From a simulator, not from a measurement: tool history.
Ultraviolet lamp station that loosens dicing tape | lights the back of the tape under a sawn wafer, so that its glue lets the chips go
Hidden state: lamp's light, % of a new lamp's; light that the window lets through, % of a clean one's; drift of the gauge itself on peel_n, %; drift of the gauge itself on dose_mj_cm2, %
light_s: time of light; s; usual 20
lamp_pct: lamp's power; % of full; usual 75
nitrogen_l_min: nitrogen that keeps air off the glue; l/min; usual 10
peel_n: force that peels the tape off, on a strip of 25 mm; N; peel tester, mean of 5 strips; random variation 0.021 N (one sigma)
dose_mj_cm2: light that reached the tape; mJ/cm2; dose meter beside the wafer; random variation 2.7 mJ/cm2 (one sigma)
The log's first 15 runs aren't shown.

run    hour  light_s  lamp_pct  nitrogen_l_min  hours of work of the lamp  hours of work since the window was cleaned  peel_n  dose_mj_cm2
     1137.0  -- lamp changed
 16  1146.0       12        75              10                          4                                          35   2.238          210
 17  1202.2       17        75              10                         27                                          58   1.278          304
 18  1290.2       17        75              10                         63                                          94   1.326          304
 19  1356.0       17        75              10                         91                                         122   1.356          301
 20  1449.6       35        75              10                        129                                         160   0.323          620
 21  1492.6       35        75              10                        147                                         178   0.317          617
 22  1543.8       21        75               5                        168                                         199   1.452          370
 23  1587.6       21        67              12                        186                                         217   0.992          331
 24  1640.8       21        67              12                        208                                         239   1.016          331
 25  1732.6       14        72              17                        246                                         277   1.493          238
     1792.9  -- window cleaned of glue's vapour
 26  1813.1       21        64              10                        279                                           8   1.248          320
 27  1872.6       21        64              10                        304                                          33   1.193          318
 28  1927.1       21        64              10                        326                                          55   1.215          319
 29  2025.0       12        96               5                        367                                          96   2.316          273
 30  2127.6       37        96              15                        409                                         138   0.186          843
 31  2228.4       29        93               4                        451                                         180   0.595          634
 32  2306.9       29        93               4                        483                                         212   0.606          641
 33  2375.8       29        93               4                        512                                         241   0.627          638
 34  2430.7       22        81               5                        534                                         264   1.122          419
     2517.9  -- window cleaned of glue's vapour
 35  2517.9       22        81               5                        570                                           0   1.154          424
 36  2564.1       17        81               4                        589                                          19   2.026          327

Run 37 comes next. What will it give?
 37  2617.2       19        96              17                        611                                          41       ?            ?

peel_n: 0.487 N
dose_mj_cm2: 431 mJ/cm2
Without the tool's hidden state the same run would have given peel_n 0.484 N, dose_mj_cm2 432 mJ/cm2.
